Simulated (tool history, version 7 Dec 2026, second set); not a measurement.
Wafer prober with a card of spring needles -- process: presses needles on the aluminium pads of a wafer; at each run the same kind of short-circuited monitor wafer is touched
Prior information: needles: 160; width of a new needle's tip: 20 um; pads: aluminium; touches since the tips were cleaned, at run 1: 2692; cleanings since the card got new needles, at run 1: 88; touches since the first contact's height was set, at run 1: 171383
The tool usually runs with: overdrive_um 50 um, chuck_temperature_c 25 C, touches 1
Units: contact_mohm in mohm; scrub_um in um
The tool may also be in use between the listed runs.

run	hour	overdrive_um	chuck_temperature_c	touches	touches since the tips were cleaned	cleanings since the card got new needles	touches since the first contact's height was set	contact_mohm	scrub_um
1	0	50	25	1	2692	88	171383	143	12.05
# hour 7.9: tips cleaned on abrasive film
# hour 20.2: tips cleaned on abrasive film
# hour 31.8: tips cleaned on abrasive film
2	31.8	50	25	1	0	91	187944	141	12.13
# hour 33.7: height of the first contact set anew
# hour 45.8: tips cleaned on abrasive film
3	56.5	50	25	1	5654	92	11973	144	12.1
# hour 58.5: tips cleaned on abrasive film
# hour 69.9: tips cleaned on abrasive film
4	70.2	50	25	1	119	94	19052	143	12.11
# hour 82.9: tips cleaned on abrasive film
5	89.1	50	25	1	3264	95	28941	142	12.15
# hour 95.6: tips cleaned on abrasive film
# hour 107.9: tips cleaned on abrasive film
6	116.9	50	25	1	4750	97	43492	145	12.21
# hour 119.7: tips cleaned on abrasive film
# hour 131: tips cleaned on abrasive film
7	138.1	50	25	1	3758	99	54552	144	12.25
# hour 142.5: tips cleaned on abrasive film
# hour 154.9: tips cleaned on abrasive film
8	164.7	50	25	1	5184	101	68476	145	12.33
# hour 166.6: tips cleaned on abrasive film
# hour 178.4: tips cleaned on abrasive film
# hour 191.6: tips cleaned on abrasive film
9	197.3	50	25	1	2998	104	85477	145	12.32
# hour 203.6: tips cleaned on abrasive film
# hour 216: tips cleaned on abrasive film
# hour 229: tips cleaned on abrasive film
10	229	50	25	1	0	107	102001	144	12.42
# hour 240.8: tips cleaned on abrasive film
11	248.8	50	25	1	4213	108	112347	145	12.38
# hour 254.1: tips cleaned on abrasive film
# hour 266.2: gauge calibrated
# hour 266.3: tips cleaned on abrasive film
# hour 279: tips cleaned on abrasive film
12	281.9	50	25	1	1505	111	129629	145	12.11
# hour 291: tips cleaned on abrasive film
13	299.8	64	25	1	4628	112	138972	140	15.5
# hour 304.2: tips cleaned on abrasive film
14	313.4	64	25	1	4827	113	146095	141	15.57
# hour 316.8: tips cleaned on abrasive film
# hour 330: tips cleaned on abrasive film
# hour 342.8: tips cleaned on abrasive film
15	343	64	25	1	136	116	161551	144	15.58
# hour 356: tips cleaned on abrasive film
16	360.6	56	25	1	2414	117	170720	142	13.63
# hour 369.4: tips cleaned on abrasive film
# hour 381.7: tips cleaned on abrasive film
17	384.9	43	101	3	1661	119	183425	160	10.53
# hour 393.6: tips cleaned on abrasive film
# hour 395.7: height of the first contact set anew
18	404.5	43	26	1	5565	120	4604	146	10.53
# hour 406.7: tips cleaned on abrasive film
# hour 418.7: tips cleaned on abrasive film
19	418.7	43	26	1	0	122	12005	147	10.51
# hour 432.1: tips cleaned on abrasive film
# hour 445.3: tips cleaned on abrasive film
20	451.5	52	25	1	3240	124	29150	144	12.77
# hour 458.7: tips cleaned on abrasive film
# hour 472.2: tips cleaned on abrasive film
21	482.6	52	25	2	5473	126	45421	142	12.81
# hour 484.2: tips cleaned on abrasive film
# hour 495.8: tips cleaned on abrasive film
22	497.2	47	39	2	752	128	53025	149	11.63
# hour 508.8: tips cleaned on abrasive film
23	511.6	35	41	1	1484	129	60546	154	8.69
# hour 520.4: tips cleaned on abrasive film
24	527.2	64	77	1	3539	130	68674	150	15.95
# hour 534: tips cleaned on abrasive film
# hour 547.4: tips cleaned on abrasive film
# hour 559.1: tips cleaned on abrasive film
25	559.1	45	41	1	0	133	85324	148	11.21
# hour 571.4: tips cleaned on abrasive film
# hour 583.4: tips cleaned on abrasive film
26	587.5	65	25	2	2137	135	100169	140	16.25
# hour 595.6: tips cleaned on abrasive film
# hour 607.9: tips cleaned on abrasive film
27	616.8	65	25	2	4708	137	115499	140	16.3
# hour 619.6: tips cleaned on abrasive film
# hour 632.5: tips cleaned on abrasive film
# hour 644.1: tips cleaned on abrasive film
28	645.2	51	26	1	604	140	130316	144	12.76
# hour 656.4: tips cleaned on abrasive film
29	661.1	35	60	2	2498	141	138625	155	8.78

Consider 3 possible next runs. They are alternatives, not a sequence: every one starts from the tool as it was left by run 29. What does each give?
# hour 669.1: tips cleaned on abrasive film
# hour 682.2: tips cleaned on abrasive film
A	683.1	31	122	2	442	143	150061	?	?
# hour 669.1: tips cleaned on abrasive film
# hour 682.2: tips cleaned on abrasive film
B	683.1	35	41	1	442	143	150061	?	?
# hour 669.1: tips cleaned on abrasive film
# hour 682.2: tips cleaned on abrasive film
C	683.1	35	60	1	442	143	150061	?	?

run	contact_mohm	scrub_um
A	175	7.78
B	153	8.81
C	157	8.81
Had the tool no hidden state, the same runs would have come out as:
run	contact_mohm	scrub_um
A	174	7.49
B	153	8.48
C	157	8.48

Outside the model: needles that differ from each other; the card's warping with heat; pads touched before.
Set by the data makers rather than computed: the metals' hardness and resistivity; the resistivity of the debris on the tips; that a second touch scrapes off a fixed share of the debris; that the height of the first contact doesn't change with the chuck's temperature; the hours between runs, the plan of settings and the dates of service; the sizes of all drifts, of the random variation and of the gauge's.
